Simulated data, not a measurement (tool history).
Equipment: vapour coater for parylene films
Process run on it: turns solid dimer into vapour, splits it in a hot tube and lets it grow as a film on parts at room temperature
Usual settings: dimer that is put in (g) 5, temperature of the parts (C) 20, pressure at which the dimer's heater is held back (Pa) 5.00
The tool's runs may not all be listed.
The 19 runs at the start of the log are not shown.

run    hour  dimer that is put in (g)  temperature of the parts (C)  pressure at which the dimer's heater is held back (Pa)  thickness of the film (nm)
     1275.5  -- table's thermometer calibrated
 20  1328.2                         3                            12                                                    6.68                         640
 21  1407.6                         7                            20                                                    8.75                        1090
     1449.6  -- trap's valve overhauled
 22  1470.4                         7                            14                                                    8.75                        1430
 23  1551.3                         6                            22                                                    8.75                         970
 24  1624.0                         2                            15                                                    3.20                         480
 25  1702.3                         2                            15                                                    3.20                         500
 26  1782.7                         5                            20                                                    8.57                         860
 27  1854.1                         6                            19                                                    5.00                        1200
 28  1928.3                         6                            19                                                    5.00                        1150
 29  1976.6                         4                            19                                                    3.33                         860
 30  2023.7                         4                            19                                                    3.33                         840
 31  2074.2                         2                            20                                                   10.95                         300
 32  2133.3                         7                            16                                                    6.16                        1360
 33  2174.0                         7                            16                                                    6.16                        1410
 34  2214.0                         7                            14                                                    6.16                        1460

5 options for the next run, each taken on its own from the tool as it stands now. Forecast them:
  A  2298.3                         7                            15                                                    6.16                           ?
  B  2298.3                         5                            27                                                    5.00                           ?
  C  2298.3                         6                            20                                                    4.24                           ?
  D  2298.3                         2                            14                                                    6.16                           ?
  E  2298.3                         2                            14                                                    5.00                           ?

run  thickness of the film (nm)
  A                        1420
  B                         740
  C                        1140
  D                         380
  E                         440
What these runs would have given with no unlogged condition in the tool:
run  thickness of the film (nm)
  A                        1530
  B                         800
  C                        1230
  D                         410
  E                         470

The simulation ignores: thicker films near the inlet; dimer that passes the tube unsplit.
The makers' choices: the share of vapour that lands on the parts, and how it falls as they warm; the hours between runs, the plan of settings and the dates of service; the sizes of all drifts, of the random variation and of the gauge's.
